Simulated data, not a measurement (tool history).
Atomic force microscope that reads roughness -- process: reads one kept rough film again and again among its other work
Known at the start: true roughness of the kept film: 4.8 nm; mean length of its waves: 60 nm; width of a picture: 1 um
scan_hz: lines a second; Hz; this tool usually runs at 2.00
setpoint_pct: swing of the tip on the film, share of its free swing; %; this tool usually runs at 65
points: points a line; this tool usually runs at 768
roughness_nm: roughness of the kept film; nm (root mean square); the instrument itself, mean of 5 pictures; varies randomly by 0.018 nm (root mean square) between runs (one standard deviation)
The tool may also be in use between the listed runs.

Run 1, hour 0.0: usual settings. Result: roughness_nm 4.139 nm (root mean square).
At hour 7.9: new tip fitted.
Run 2, hour 37.9: usual settings but points 292. Result: roughness_nm 4.403 nm (root mean square).
Run 3, hour 72.0: usual settings but points 292. Result: roughness_nm 4.317 nm (root mean square).
Run 4, hour 90.6: usual settings but points 292. Result: roughness_nm 4.323 nm (root mean square).
Run 5, hour 112.5: usual settings. Result: roughness_nm 4.342 nm (root mean square).
Run 6, hour 146.7: usual settings. Result: roughness_nm 4.249 nm (root mean square).
Run 7, hour 182.5: usual settings but scan_hz 0.90 Hz. Result: roughness_nm 4.325 nm (root mean square).
At hour 187.2: height scale calibrated on a step standard.
Run 8, hour 213.5: usual settings but scan_hz 0.90 Hz. Result: roughness_nm 4.287 nm (root mean square).
Run 9, hour 240.9: usual settings but scan_hz 0.65 Hz, points 339. Result: roughness_nm 4.250 nm (root mean square).
At hour 243.7: new tip fitted.
Run 10, hour 261.2: usual settings but scan_hz 0.65 Hz, points 339. Result: roughness_nm 4.512 nm (root mean square).
At hour 266.7: height scale calibrated on a step standard, once more.
Run 11, hour 279.7: usual settings but scan_hz 0.65 Hz, points 339. Result: roughness_nm 4.534 nm (root mean square).
Run 12, hour 303.0: usual settings but scan_hz 2.19 Hz, setpoint_pct 69 %. Result: roughness_nm 4.312 nm (root mean square).
Run 13, hour 322.1: usual settings but scan_hz 2.19 Hz, setpoint_pct 69 %. Result: roughness_nm 4.277 nm (root mean square).

Each row is a separate what-if for the run after 13, all from the same tool condition, not one after another. Results?
Run A, hour 343.2: usual settings but scan_hz 2.19 Hz, setpoint_pct 69 %, points 311. Result: roughness_nm ?.
Run B, hour 343.2: usual settings but setpoint_pct 70 %. Result: roughness_nm ?.
Run C, hour 343.2: usual settings but setpoint_pct 73 %. Result: roughness_nm ?.
Run D, hour 343.2: usual settings but scan_hz 0.91 Hz, setpoint_pct 69 %. Result: roughness_nm ?.
Run E, hour 343.2: usual settings but scan_hz 2.19 Hz, setpoint_pct 79 %, points 319. Result: roughness_nm ?.

run  roughness_nm
  A         4.274
  B         4.254
  C         4.210
  D         4.410
  E         4.094
With the hidden condition removed and each run's random variation left untouched, the same runs would have given:
run  roughness_nm
  A         4.415
  B         4.394
  C         4.348
  D         4.555
  E         4.229
